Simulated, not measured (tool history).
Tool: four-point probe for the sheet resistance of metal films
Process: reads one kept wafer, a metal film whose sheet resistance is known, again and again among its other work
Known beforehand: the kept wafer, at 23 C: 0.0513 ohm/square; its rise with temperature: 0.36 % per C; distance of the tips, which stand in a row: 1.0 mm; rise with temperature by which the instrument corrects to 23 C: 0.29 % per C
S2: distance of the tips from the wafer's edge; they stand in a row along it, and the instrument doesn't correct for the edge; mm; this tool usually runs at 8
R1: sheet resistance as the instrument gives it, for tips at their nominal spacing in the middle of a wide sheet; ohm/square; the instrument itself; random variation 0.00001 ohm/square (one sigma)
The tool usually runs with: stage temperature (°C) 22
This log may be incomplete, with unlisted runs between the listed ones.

Run 1, hour 0: usual settings. Result: R1 0.051299 ohm/square.
Run 2, hour 12: usual settings but S2 7 mm. Result: R1 0.051421 ohm/square.
Run 3, hour 32.6: usual settings but S2 7 mm. Result: R1 0.05141 ohm/square.
Run 4, hour 42.9: usual settings but S2 7 mm. Result: R1 0.051398 ohm/square.
Run 5, hour 57.2: usual settings but S2 22 mm. Result: R1 0.050891 ohm/square.
Run 6, hour 78.9: usual settings but stage temperature (°C) 27. Result: R1 0.051462 ohm/square.
Run 7, hour 92.3: usual settings but stage temperature (°C) 26, S2 5 mm. Result: R1 0.052056 ohm/square.
Run 8, hour 116: usual settings but stage temperature (°C) 26, S2 5 mm. Result: R1 0.052069 ohm/square.
At hour 117.7: stage's thermometer calibrated.
Run 9, hour 133.6: usual settings but stage temperature (°C) 27, S2 33 mm. Result: R1 0.050976 ohm/square.
Run 10, hour 146.5: usual settings but stage temperature (°C) 27, S2 33 mm. Result: R1 0.050986 ohm/square.

Expected results for the next run?
Run 11, hour 163.6: usual settings but stage temperature (°C) 28, S2 23 mm. Result: R1 ?.

Run 11 measured R1 0.051056 ohm/square.
If the tool had no hidden condition, the same run with the same run-to-run variation would have returned R1 0.051529 ohm/square.
